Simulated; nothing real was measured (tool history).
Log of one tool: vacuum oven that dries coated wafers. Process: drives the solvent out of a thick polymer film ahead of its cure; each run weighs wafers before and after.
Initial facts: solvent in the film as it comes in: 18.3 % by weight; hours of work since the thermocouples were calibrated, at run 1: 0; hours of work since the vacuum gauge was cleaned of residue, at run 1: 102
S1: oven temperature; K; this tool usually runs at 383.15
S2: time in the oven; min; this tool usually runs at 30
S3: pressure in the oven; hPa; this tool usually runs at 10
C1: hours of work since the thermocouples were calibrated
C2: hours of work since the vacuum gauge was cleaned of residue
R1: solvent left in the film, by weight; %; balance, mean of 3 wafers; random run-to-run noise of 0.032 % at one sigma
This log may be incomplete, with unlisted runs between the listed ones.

| run | hour | S1 | S2 | S3 | C1 | C2 | R1 |
|---|---|---|---|---|---|---|---|
| 1 | 0 | 383.15 | 30 | 10 | 0 | 102 | 4.53 |
| 2 | 22.8 | 391.15 | 30 | 10 | 10 | 113 | 2.9 |
| 3 | 41.1 | 391.15 | 30 | 10 | 19 | 121 | 3 |
| 4 | 73.1 | 383.15 | 30 | 5.2 | 33 | 135 | 4.29 |
| 5 | 98.8 | 378.15 | 30 | 10 | 45 | 147 | 5.61 |
| 6 | 127.3 | 378.15 | 30 | 10 | 57 | 160 | 5.62 |
| 7 | 150 | 387.15 | 30 | 10 | 68 | 170 | 3.72 |
| 8 | 186 | 387.15 | 30 | 10 | 84 | 186 | 3.61 |
| 9 | 215.1 | 383.15 | 30 | 28.1 | 97 | 199 | 5.32 |
| 10 | 238.2 | 383.15 | 30 | 10 | 108 | 210 | 4.53 |
| 11 | 262.9 | 371.15 | 30 | 10 | 119 | 221 | 7.17 |
| 12 | 280.2 | 383.15 | 30 | 29.9 | 127 | 229 | 5.34 |
| 13 | 301.9 | 383.15 | 30 | 29.9 | 136 | 239 | 5.39 |
| 14 | 326.4 | 383.15 | 30 | 29.9 | 147 | 250 | 5.36 |
| 15 | 342.7 | 383.15 | 30 | 6.3 | 155 | 257 | 4.35 |
| 16 | 368.8 | 383.15 | 23 | 10 | 166 | 269 | 5.86 |

What will run 17 give?
| 17 | 403.8 | 383.15 | 23 | 10 | 182 | 285 | ? |

{"run 17": {"R1": 5.88}}
With no hidden state in the tool, this same run would have given R1 5.94 %.
